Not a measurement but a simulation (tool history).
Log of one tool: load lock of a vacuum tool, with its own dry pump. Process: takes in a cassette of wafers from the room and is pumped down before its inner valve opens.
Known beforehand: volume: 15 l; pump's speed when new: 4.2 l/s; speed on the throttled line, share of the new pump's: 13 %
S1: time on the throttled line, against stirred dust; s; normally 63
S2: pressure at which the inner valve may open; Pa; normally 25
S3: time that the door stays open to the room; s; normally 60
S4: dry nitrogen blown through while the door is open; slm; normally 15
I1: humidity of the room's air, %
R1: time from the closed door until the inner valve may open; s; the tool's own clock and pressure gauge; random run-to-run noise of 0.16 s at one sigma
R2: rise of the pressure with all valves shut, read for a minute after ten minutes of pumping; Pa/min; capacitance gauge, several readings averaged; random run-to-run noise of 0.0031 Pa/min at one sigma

run,hour,S1,S2,S3,S4,I1,R1,R2
1,0.0,63,25,60,15,44.0,84.5,0.176
2,309.4,63,25,60,15,50.0,84.8,0.192
3,526.0,63,25,60,15,44.7,85.0,0.188
4,947.0,63,25,60,15,44.4,85.1,0.190
5,1350.3,63,25,60,15,47.1,85.0,0.206
6,1618.2,63,25,60,15,43.5,84.9,0.208
7,1913.1,63,23,60,15,45.1,85.3,0.209
8,2317.2,63,23,60,15,45.3,85.8,0.227
9,2527.3,63,25,60,15,43.5,85.1,0.228
10,2737.5,63,25,60,15,44.4,85.2,0.230
11,3150.2,63,25,60,15,43.0,85.2,0.242
12,3509.8,63,25,60,15,44.1,85.7,0.251
13,3902.5,63,25,60,15,43.4,85.6,0.265
14,4079.3,63,25,60,15,44.3,85.7,0.275
15,4280.1,63,25,60,15,45.8,85.3,0.275
16,4641.8,63,25,60,15,44.9,85.6,0.285
17,5012.2,63,25,60,15,43.7,85.8,0.296
18,5237.0,81,25,60,15,46.2,101.0,0.297
19,5599.0,81,25,60,15,43.6,101.1,0.319
20,5815.9,81,25,60,15,46.6,101.1,0.322
21,5994.5,46,25,29,15,46.3,71.1,0.302
22,6290.2,40,34,73,40,43.4,65.0,0.324
23,6555.3,40,34,73,40,44.9,65.0,0.333
24,6965.6,34,30,60,24,47.6,60.5,0.344
25,7345.9,63,25,60,27,42.7,86.3,0.346
26,7667.8,61,27,132,10,46.9,84.3,0.433
27,8089.1,64,25,41,31,43.5,86.9,0.359
28,8356.0,64,25,41,31,43.6,86.9,0.366
29,8631.2,64,25,41,31,44.4,86.9,0.373
30,9026.4,64,25,41,31,45.9,87.2,0.394
31,9344.4,64,39,158,31,45.9,85.5,0.461
32,9749.7,97,25,60,10,44.7,115.5,0.451
33,10155.2,63,25,60,7,45.0,87.0,0.472
34,10463.1,46,32,58,41,44.3,71.4,0.445
35,10652.1,63,25,60,18,46.2,86.7,0.470
36,11059.6,63,25,60,18,44.4,86.6,0.482
37,11369.4,65,23,60,8,42.3,88.9,0.510
38,11692.7,32,34,179,24,45.9,59.1,0.566

For some of the steps in R1 from one run to the next: how much would appear even if the tool had no hidden state, given the settings, what came in and random variation, and how much remains for the hidden state plus any gauge scatter that the measured result and the result without hidden state don't share?
The tool's hidden condition here consists of: pump's speed, % of a new pump's; leak at the door's seal, Pa l/s; drift of the gauge itself on ready_s, %; drift of the gauge itself on rise_pa_min, %.
Run 20 -> 21: S1 81 -> 46, S3 60 -> 29. R1 -30.0 s: hidden state +0.4, all else -30.4.
Run 31 -> 32: S1 64 -> 97, S2 39 -> 25, S3 158 -> 60, S4 31 -> 10. R1 +30.0 s: hidden state -0.3, all else +30.3.
Run 32 -> 33: S1 97 -> 63, S4 10 -> 7. R1 -28.5 s: hidden state +0.6, all else -29.1.
Run 37 -> 38: S1 65 -> 32, S2 23 -> 34, S3 60 -> 179, S4 8 -> 24. R1 -29.8 s: hidden state +0.4, all else -30.2.

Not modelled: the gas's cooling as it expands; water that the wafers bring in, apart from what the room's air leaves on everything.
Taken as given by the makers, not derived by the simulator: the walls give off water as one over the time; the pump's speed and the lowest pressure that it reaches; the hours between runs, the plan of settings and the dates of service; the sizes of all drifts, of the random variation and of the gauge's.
